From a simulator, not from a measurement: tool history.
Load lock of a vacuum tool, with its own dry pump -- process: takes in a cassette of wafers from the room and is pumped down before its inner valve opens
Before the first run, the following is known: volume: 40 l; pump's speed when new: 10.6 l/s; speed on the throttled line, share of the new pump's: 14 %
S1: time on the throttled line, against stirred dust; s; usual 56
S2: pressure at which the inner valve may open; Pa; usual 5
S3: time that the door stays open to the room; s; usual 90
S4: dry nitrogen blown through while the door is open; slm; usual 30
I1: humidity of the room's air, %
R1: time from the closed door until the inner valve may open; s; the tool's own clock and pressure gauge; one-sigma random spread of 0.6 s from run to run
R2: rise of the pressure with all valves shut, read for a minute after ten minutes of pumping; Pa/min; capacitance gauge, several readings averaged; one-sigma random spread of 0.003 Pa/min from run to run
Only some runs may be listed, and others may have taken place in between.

run     hour   S1  S2   S3  S4    I1     R1     R2
  1      0.0   56   5   90  30  45.7   92.4  0.326
  2    230.8   56   5   90  30  43.9   92.7  0.337
  3    672.2   56   5   90  30  41.8   93.2  0.339
  4    972.3   56   5   90  30  44.7   93.5  0.370
  5   1263.2   56   5   90  30  46.4   92.3  0.372
  6   1544.4   56   5   90  30  45.5   92.9  0.397
  7   1912.7   56   5   90  30  42.4   94.6  0.405
  8   2182.2   56   5   90  30  44.6   94.7  0.417
  9   2505.9   56   5   90  30  44.9   93.4  0.431
 10   2880.7   56   5   90  30  47.2   95.2  0.048
 11   3216.9   56   5  176  30  45.6   95.2  0.074
 12   3506.2   56   5  176  30  45.1   94.1  0.078
 13   3896.1   56   5   90  30  45.3   95.1  0.054
 14   4369.8   56   5  132  30  48.7   94.6  0.074
 15   4641.4   56   5   90  27  43.8   95.0  0.063
 16   5094.3   56   5   90  30  43.1   95.6  0.073
 17   5310.8   56   5   90  30  46.1   96.1  0.076
 18   5639.4   56   5   90  30  47.4   96.4  0.082
 19   5862.8   56   5   90  10  48.7   97.0  0.115
 20   6281.2   56   5   90  10  43.5   86.2  0.113
 21   6668.4  101   7   90  30  47.0  123.1  0.104
 22   7008.1  101   7   90  30  45.7  123.0  0.110
 23   7472.1  101   5   35  19  44.6  123.8  0.111
 24   7845.6   83   9   90  30  44.4  107.0  0.131
 25   8201.1   83  10  155  15  40.7  106.4  0.175
 26   8562.6   83  10  155  15  43.9  107.6  0.190
 27   8830.6   54  10   60  15  44.4   83.1  0.159
 28   9181.1   56   7   90  43  44.1   86.3  0.161
 29   9438.2  110   7   39  43  46.9  132.8  0.150
 30   9875.8   44   7  152  38  43.0   75.7  0.197
 31  10160.2   44   7  152  38  46.7   77.0  0.206
 32  10512.8   73   9  152  38  42.9  100.2  0.212
 33  10851.6   42   7  152  38  42.9   74.2  0.226
 34  11153.2   46   6  152  38  45.8   79.7  0.243
 35  11480.7   56   9   32   8  45.6   85.7  0.243

Missing from the log above: 2 entries noted between runs. For each, name the pair of listed runs it sits between and say how the tool's hidden condition differs from the listed run just before to the listed run just after:
From run 9 to run 10: door's seal changed, seat wiped (hour 2560.7)
  pump's speed, % of a new pump's: 79 -> 78.5; leak at the door's seal, Pa l/s: 0.2578 -> 0.0025
  measured value less the no-hidden-state value, R1: +8.1 -> +8.5 s; R2: +0.388 -> +0.001 Pa/min
From run 19 to run 20: dry pump taken out, an overhauled one fitted (hour 5941.0)
  pump's speed, % of a new pump's: 74.3 -> 100.3; leak at the door's seal, Pa l/s: 0.0305 -> 0.0364
  measured value less the no-hidden-state value, R1: +10.7 -> -0.1 s; R2: +0.043 -> +0.051 Pa/min
